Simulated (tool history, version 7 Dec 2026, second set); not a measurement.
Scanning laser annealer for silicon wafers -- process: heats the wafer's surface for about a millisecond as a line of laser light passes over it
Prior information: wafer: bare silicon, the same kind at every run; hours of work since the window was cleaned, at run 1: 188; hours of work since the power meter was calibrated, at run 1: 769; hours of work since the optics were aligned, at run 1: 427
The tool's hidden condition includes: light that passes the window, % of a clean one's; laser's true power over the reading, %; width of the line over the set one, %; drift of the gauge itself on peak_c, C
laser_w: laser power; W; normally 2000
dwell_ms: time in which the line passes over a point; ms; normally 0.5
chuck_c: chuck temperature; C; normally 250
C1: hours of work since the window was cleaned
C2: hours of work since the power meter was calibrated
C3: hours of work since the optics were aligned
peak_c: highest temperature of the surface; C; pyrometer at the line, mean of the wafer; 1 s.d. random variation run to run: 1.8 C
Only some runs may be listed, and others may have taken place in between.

{"run": 1, "hour": 0.0, "laser_w": 2000, "dwell_ms": 0.5, "chuck_c": 250, "C1": 188, "C2": 769, "C3": 427, "peak_c": 1025}
{"run": 2, "hour": 46.0, "laser_w": 2000, "dwell_ms": 0.5, "chuck_c": 250, "C1": 217, "C2": 797, "C3": 456, "peak_c": 1028}
{"run": 3, "hour": 93.6, "laser_w": 2000, "dwell_ms": 0.5, "chuck_c": 250, "C1": 246, "C2": 827, "C3": 485, "peak_c": 1026}
{"run": 4, "hour": 136.5, "laser_w": 2000, "dwell_ms": 0.5, "chuck_c": 250, "C1": 273, "C2": 853, "C3": 512, "peak_c": 1022}
{"run": 5, "hour": 191.5, "laser_w": 2000, "dwell_ms": 0.5, "chuck_c": 241, "C1": 307, "C2": 887, "C3": 546, "peak_c": 1014}
{"run": 6, "hour": 258.9, "laser_w": 2000, "dwell_ms": 0.5, "chuck_c": 241, "C1": 349, "C2": 929, "C3": 588, "peak_c": 1019}
{"run": 7, "hour": 308.2, "laser_w": 2000, "dwell_ms": 0.5, "chuck_c": 241, "C1": 379, "C2": 960, "C3": 618, "peak_c": 1014}
{"run": 8, "hour": 387.4, "laser_w": 2000, "dwell_ms": 0.5, "chuck_c": 241, "C1": 428, "C2": 1009, "C3": 667, "peak_c": 1012}
{"hour": 403.5, "done": "window over the wafer cleaned"}
{"run": 9, "hour": 431.8, "laser_w": 2000, "dwell_ms": 0.5, "chuck_c": 250, "C1": 18, "C2": 1035, "C3": 694, "peak_c": 1026}
{"run": 10, "hour": 500.7, "laser_w": 2000, "dwell_ms": 0.433, "chuck_c": 250, "C1": 60, "C2": 1078, "C3": 736, "peak_c": 964}
{"run": 11, "hour": 574.6, "laser_w": 2000, "dwell_ms": 0.433, "chuck_c": 250, "C1": 106, "C2": 1124, "C3": 782, "peak_c": 967}
{"run": 12, "hour": 620.3, "laser_w": 2000, "dwell_ms": 0.433, "chuck_c": 250, "C1": 134, "C2": 1152, "C3": 810, "peak_c": 967}
{"run": 13, "hour": 666.9, "laser_w": 2000, "dwell_ms": 0.433, "chuck_c": 250, "C1": 163, "C2": 1181, "C3": 839, "peak_c": 964}
{"hour": 704.4, "done": "optics aligned, line set to its width"}
{"run": 14, "hour": 734.2, "laser_w": 2000, "dwell_ms": 0.568, "chuck_c": 216, "C1": 202, "C2": 1219, "C3": 18, "peak_c": 1051}
{"run": 15, "hour": 786.2, "laser_w": 2067, "dwell_ms": 0.461, "chuck_c": 267, "C1": 234, "C2": 1252, "C3": 51, "peak_c": 1030}
{"run": 16, "hour": 822.8, "laser_w": 2067, "dwell_ms": 0.461, "chuck_c": 267, "C1": 257, "C2": 1274, "C3": 73, "peak_c": 1032}
{"run": 17, "hour": 883.4, "laser_w": 2067, "dwell_ms": 0.461, "chuck_c": 267, "C1": 294, "C2": 1312, "C3": 111, "peak_c": 1030}
{"run": 18, "hour": 926.4, "laser_w": 2067, "dwell_ms": 0.461, "chuck_c": 267, "C1": 321, "C2": 1338, "C3": 138, "peak_c": 1029}
{"run": 19, "hour": 1003.8, "laser_w": 1976, "dwell_ms": 0.39, "chuck_c": 219, "C1": 369, "C2": 1386, "C3": 186, "peak_c": 884}
{"run": 20, "hour": 1076.7, "laser_w": 2091, "dwell_ms": 0.495, "chuck_c": 246, "C1": 414, "C2": 1432, "C3": 231, "peak_c": 1047}
{"hour": 1113.6, "done": "window over the wafer cleaned"}
{"run": 21, "hour": 1126.2, "laser_w": 1756, "dwell_ms": 0.591, "chuck_c": 250, "C1": 8, "C2": 1461, "C3": 260, "peak_c": 1004}
{"run": 22, "hour": 1190.2, "laser_w": 1811, "dwell_ms": 0.566, "chuck_c": 220, "C1": 47, "C2": 1501, "C3": 300, "peak_c": 981}
{"run": 23, "hour": 1225.7, "laser_w": 1863, "dwell_ms": 0.5, "chuck_c": 253, "C1": 69, "C2": 1523, "C3": 322, "peak_c": 984}
{"run": 24, "hour": 1284.8, "laser_w": 1955, "dwell_ms": 0.575, "chuck_c": 250, "C1": 106, "C2": 1559, "C3": 358, "peak_c": 1068}
{"run": 25, "hour": 1359.3, "laser_w": 1955, "dwell_ms": 0.4, "chuck_c": 250, "C1": 152, "C2": 1605, "C3": 405, "peak_c": 919}

What if the next run were any one of these 5? Each begins from the tool's condition after run 25:
{"run": "A", "hour": 1414.3, "laser_w": 1802, "dwell_ms": 0.451, "chuck_c": 253, "C1": 186, "C2": 1640, "C3": 439, "peak_c": "?"}
{"run": "B", "hour": 1414.3, "laser_w": 2164, "dwell_ms": 0.5, "chuck_c": 263, "C1": 186, "C2": 1640, "C3": 439, "peak_c": "?"}
{"run": "C", "hour": 1414.3, "laser_w": 2000, "dwell_ms": 0.495, "chuck_c": 275, "C1": 186, "C2": 1640, "C3": 439, "peak_c": "?"}
{"run": "D", "hour": 1414.3, "laser_w": 1882, "dwell_ms": 0.4, "chuck_c": 250, "C1": 186, "C2": 1640, "C3": 439, "peak_c": "?"}
{"run": "E", "hour": 1414.3, "laser_w": 1938, "dwell_ms": 0.619, "chuck_c": 271, "C1": 186, "C2": 1640, "C3": 439, "peak_c": "?"}

run=A peak_c=917
run=B peak_c=1098
run=C peak_c=1044
run=D peak_c=898
run=E peak_c=1120
Without the tool's hidden state the same runs would have given:
run=A peak_c=917
run=B peak_c=1099
run=C peak_c=1045
run=D peak_c=898
run=E peak_c=1121
